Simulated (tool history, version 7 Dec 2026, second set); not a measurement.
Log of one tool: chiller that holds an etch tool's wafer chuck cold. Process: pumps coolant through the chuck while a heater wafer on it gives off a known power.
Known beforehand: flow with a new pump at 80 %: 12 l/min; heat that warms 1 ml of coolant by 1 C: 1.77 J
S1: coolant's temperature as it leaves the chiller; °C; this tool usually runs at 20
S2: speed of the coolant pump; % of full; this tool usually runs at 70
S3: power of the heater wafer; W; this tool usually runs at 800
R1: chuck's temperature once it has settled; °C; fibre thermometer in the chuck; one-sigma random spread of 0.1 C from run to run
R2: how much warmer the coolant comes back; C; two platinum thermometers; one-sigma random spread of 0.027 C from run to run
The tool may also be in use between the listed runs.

run 1 hour=0.0 | S1=20 S2=70 S3=800 | R1=30.1 R2=2.79
run 2 hour=90.6 | S1=20 S2=70 S3=800 | R1=30.0 R2=2.79
run 3 hour=206.3 | S1=20 S2=87 S3=800 | R1=28.4 R2=2.17
run 4 hour=284.3 | S1=20 S2=87 S3=800 | R1=28.5 R2=2.17
run 5 hour=389.9 | S1=20 S2=87 S3=800 | R1=28.6 R2=2.20
run 6 hour=507.7 | S1=20 S2=70 S3=800 | R1=30.3 R2=2.79
run 7 hour=611.7 | S1=20 S2=70 S3=800 | R1=30.2 R2=2.86
run 8 hour=727.4 | S1=20 S2=70 S3=800 | R1=30.5 R2=2.80
run 9 hour=810.5 | S1=20 S2=70 S3=450 | R1=25.9 R2=1.55
run 10 hour=912.0 | S1=20 S2=70 S3=800 | R1=30.4 R2=2.82
run 11 hour=1026.0 | S1=20 S2=70 S3=800 | R1=30.6 R2=2.79
run 12 hour=1124.3 | S1=20 S2=70 S3=800 | R1=30.5 R2=2.79
run 13 hour=1226.4 | S1=12 S2=70 S3=800 | R1=22.5 R2=2.80
run 14 hour=1316.2 | S1=12 S2=70 S3=800 | R1=22.5 R2=2.85
run 15 hour=1434.3 | S1=24 S2=70 S3=800 | R1=34.6 R2=2.83
-- hour=1472.8 chiller's thermometer calibrated
run 16 hour=1503.8 | S1=24 S2=70 S3=800 | R1=34.5 R2=2.80
run 17 hour=1623.7 | S1=24 S2=70 S3=800 | R1=34.4 R2=2.87
run 18 hour=1690.6 | S1=24 S2=70 S3=800 | R1=34.4 R2=2.84
run 19 hour=1801.3 | S1=24 S2=70 S3=800 | R1=34.5 R2=2.88
run 20 hour=1889.0 | S1=24 S2=92 S3=807 | R1=32.2 R2=2.08
run 21 hour=1955.4 | S1=21 S2=70 S3=691 | R1=30.1 R2=2.51
run 22 hour=2072.4 | S1=21 S2=70 S3=691 | R1=30.1 R2=2.49
run 23 hour=2145.4 | S1=17 S2=84 S3=825 | R1=26.2 R2=2.42
run 24 hour=2242.2 | S1=18 S2=75 S3=559 | R1=24.9 R2=1.86
run 25 hour=2294.9 | S1=28 S2=70 S3=842 | R1=39.1 R2=3.00
run 26 hour=2389.2 | S1=20 S2=70 S3=426 | R1=25.6 R2=1.56
run 27 hour=2455.0 | S1=16 S2=65 S3=803 | R1=27.3 R2=3.17
run 28 hour=2551.5 | S1=12 S2=81 S3=1125 | R1=25.3 R2=3.46
run 29 hour=2619.1 | S1=12 S2=81 S3=1125 | R1=25.2 R2=3.46
run 30 hour=2704.7 | S1=14 S2=76 S3=1020 | R1=26.9 R2=3.41
run 31 hour=2755.6 | S1=28 S2=85 S3=800 | R1=37.0 R2=2.31
run 32 hour=2823.2 | S1=28 S2=85 S3=488 | R1=33.4 R2=1.40

Each run again, without the hidden state but with its own random variation kept:
What the log doesn't record here: heat passed by the chuck's channels, % of clean ones'; flow at a given pump speed, % of a new pump's; coolant's true temperature over the reading, C; drift of the gauge itself on chuck_c, C; drift of the gauge itself on warmer_back_c, C.
run=1 R1=29.1 R2=2.64
run=2 R1=29.1 R2=2.64
run=3 R1=27.5 R2=2.05
run=4 R1=27.7 R2=2.04
run=5 R1=27.7 R2=2.07
run=6 R1=29.2 R2=2.62
run=7 R1=29.1 R2=2.68
run=8 R1=29.3 R2=2.62
run=9 R1=25.1 R2=1.45
run=10 R1=29.2 R2=2.63
run=11 R1=29.4 R2=2.59
run=12 R1=29.2 R2=2.59
run=13 R1=21.2 R2=2.59
run=14 R1=21.2 R2=2.64
run=15 R1=33.2 R2=2.61
run=16 R1=33.4 R2=2.58
run=17 R1=33.3 R2=2.64
run=18 R1=33.3 R2=2.61
run=19 R1=33.3 R2=2.65
run=20 R1=31.2 R2=1.90
run=21 R1=29.0 R2=2.30
run=22 R1=29.0 R2=2.28
run=23 R1=25.0 R2=2.21
run=24 R1=24.0 R2=1.69
run=25 R1=37.7 R2=2.73
run=26 R1=24.8 R2=1.41
run=27 R1=25.8 R2=2.87
run=28 R1=23.6 R2=3.13
run=29 R1=23.5 R2=3.13
run=30 R1=25.1 R2=3.08
run=31 R1=35.8 R2=2.08
run=32 R1=32.6 R2=1.26

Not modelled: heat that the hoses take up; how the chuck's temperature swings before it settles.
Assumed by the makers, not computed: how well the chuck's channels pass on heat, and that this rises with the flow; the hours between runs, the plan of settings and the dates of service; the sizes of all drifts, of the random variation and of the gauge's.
